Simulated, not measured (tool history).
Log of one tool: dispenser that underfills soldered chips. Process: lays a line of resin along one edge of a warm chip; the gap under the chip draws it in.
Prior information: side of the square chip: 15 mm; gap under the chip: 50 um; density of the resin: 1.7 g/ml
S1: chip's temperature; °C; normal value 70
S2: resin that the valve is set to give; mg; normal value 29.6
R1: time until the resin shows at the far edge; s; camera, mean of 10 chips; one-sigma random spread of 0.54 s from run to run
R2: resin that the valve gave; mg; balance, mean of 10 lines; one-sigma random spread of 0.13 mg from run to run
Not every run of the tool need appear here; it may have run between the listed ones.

run   hour  S1    S2     R1     R2
  1    0.0  70  29.6   61.4  27.71
       9.8  -- new syringe of resin
  2   10.5  70  29.6   47.7  27.16
      24.6  -- new syringe of resin
  3   25.4  70  29.6   46.9  27.07
  4   34.3  70  29.6   82.8  26.74
      39.4  -- new syringe of resin
  5   44.7  70  29.6   63.1  26.64
      53.6  -- new syringe of resin
  6   61.1  70  29.6   71.1  26.41
      67.8  -- new syringe of resin
  7   77.4  70  28.2   83.4  24.50
      82.3  -- new syringe of resin
      86.9  -- dispensing valve cleaned and set on the balance
  8   89.0  70  28.2   62.7  28.18
      97.4  -- new syringe of resin
  9  102.6  82  32.8   35.0  32.27
     112.0  -- new syringe of resin
 10  112.0  73  35.6   37.6  34.89
     126.1  -- new syringe of resin
 11  128.6  68  27.0   59.5  25.99
 12  139.3  70  30.1  102.6  28.75
     141.1  -- new syringe of resin
 13  149.6  67  33.5   85.7  31.99
     155.9  -- new syringe of resin
 14  159.4  66  25.5   70.9  24.05
 15  168.3  66  35.6  115.2  33.47
     170.1  -- new syringe of resin
     185.2  -- new syringe of resin
 16  186.6  66  35.6   57.5  33.14

Pick out some run-to-run changes in R1. Of each, how much would a tool without hidden state show as well, from the settings, what came in and chance, and how much is left for the hidden state and any gauge scatter not in both results compared?
Unlogged tool condition in this case: resin's viscosity, % of fresh resin's; dose that the valve gives, % of what is set; true chip temperature over the reading, C; drift of the gauge itself on fill_s, %; drift of the gauge itself on given_mg, %.
Run 15 -> 16: new syringe of resin, new syringe of resin. R1 -57.7 s: hidden state -57.9, all else +0.2.

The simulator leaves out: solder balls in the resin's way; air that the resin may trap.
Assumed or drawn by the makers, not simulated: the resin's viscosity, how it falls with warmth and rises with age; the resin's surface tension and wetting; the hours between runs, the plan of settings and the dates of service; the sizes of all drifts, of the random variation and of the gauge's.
